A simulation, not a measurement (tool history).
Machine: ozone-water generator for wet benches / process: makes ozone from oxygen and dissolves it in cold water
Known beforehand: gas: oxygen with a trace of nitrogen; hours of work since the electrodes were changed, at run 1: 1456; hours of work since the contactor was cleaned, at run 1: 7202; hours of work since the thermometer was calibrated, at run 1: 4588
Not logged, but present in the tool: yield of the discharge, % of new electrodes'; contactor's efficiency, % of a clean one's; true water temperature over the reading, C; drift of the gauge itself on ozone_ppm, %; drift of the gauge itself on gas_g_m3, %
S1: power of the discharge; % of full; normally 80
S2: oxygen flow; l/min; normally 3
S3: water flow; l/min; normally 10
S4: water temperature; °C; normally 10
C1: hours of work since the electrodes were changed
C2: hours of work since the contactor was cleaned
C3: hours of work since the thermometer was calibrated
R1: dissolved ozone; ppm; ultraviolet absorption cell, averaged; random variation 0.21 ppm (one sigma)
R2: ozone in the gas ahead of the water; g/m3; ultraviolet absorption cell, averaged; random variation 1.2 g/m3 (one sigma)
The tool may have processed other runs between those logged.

Run 1, day 0: usual settings; C1 1456; C2 7202; C3 4588. Result: R1 28.8 ppm, R2 210.2 g/m3.
Run 2, day 3.104: usual settings; C1 1521; C2 7267; C3 4653. Result: R1 28.6 ppm, R2 207 g/m3.
Run 3, day 6.996: usual settings; C1 1603; C2 7349; C3 4735. Result: R1 28.3 ppm, R2 206.1 g/m3.
Run 4, day 10.371: usual settings; C1 1674; C2 7420; C3 4806. Result: R1 28.1 ppm, R2 206.6 g/m3.
Run 5, day 14.421: usual settings; C1 1759; C2 7505; C3 4891. Result: R1 28.4 ppm, R2 205.2 g/m3.
Run 6, day 16.225: usual settings but S4 11 °C; C1 1797; C2 7543; C3 4929. Result: R1 27.6 ppm, R2 206.1 g/m3.
Run 7, day 19.338: usual settings but S4 6 °C; C1 1862; C2 7609; C3 4994. Result: R1 29.8 ppm, R2 206.4 g/m3.
Run 8, day 21.317: usual settings but S1 45 % of full, S2 4.62 l/min, S3 6 l/min, S4 6 °C; C1 1904; C2 7650; C3 5036. Result: R1 26.5 ppm, R2 104.5 g/m3.
Run 9, day 24.654: usual settings but S1 74 % of full, S2 1.93 l/min; C1 1974; C2 7720; C3 5106. Result: R1 24.3 ppm, R2 235 g/m3.
Run 10, day 28.567: usual settings but S1 75 % of full, S2 5.31 l/min; C1 2056; C2 7803; C3 5188. Result: R1 27.8 ppm, R2 151.5 g/m3.
Run 11, day 30.562: usual settings but S1 75 % of full, S2 5.31 l/min; C1 2098; C2 7845; C3 5230. Result: R1 27.3 ppm, R2 150.7 g/m3.
Run 12, day 33.096: usual settings but S1 45 % of full, S2 5.31 l/min; C1 2152; C2 7898; C3 5284. Result: R1 18 ppm, R2 98.3 g/m3.

Alternative continuations, all from the tool just after run 12; predict every row:
Run A, day 37.05: usual settings but S1 45 % of full, S2 5.31 l/min, S4 6 °C; C1 2235; C2 7981; C3 5367. Result: R1 ?, R2 ?.
Run B, day 37.05: usual settings but S2 4.02 l/min; C1 2235; C2 7981; C3 5367. Result: R1 ?, R2 ?.
Run C, day 37.05: usual settings but S1 88 % of full, S2 5.31 l/min; C1 2235; C2 7981; C3 5367. Result: R1 ?, R2 ?.
Run D, day 37.05: usual settings but S4 14 °C; C1 2235; C2 7981; C3 5367. Result: R1 ?, R2 ?.

run    R1     R2
  A  19.1   98.9
  B  28.7  179.8
  C  31.1    171
  D  26.2  205.2
What these runs would have given with no unlogged condition in the tool:
run    R1     R2
  A  20.3  101.5
  B  31.3  188.6
  C    34    180
  D  28.6  215.2

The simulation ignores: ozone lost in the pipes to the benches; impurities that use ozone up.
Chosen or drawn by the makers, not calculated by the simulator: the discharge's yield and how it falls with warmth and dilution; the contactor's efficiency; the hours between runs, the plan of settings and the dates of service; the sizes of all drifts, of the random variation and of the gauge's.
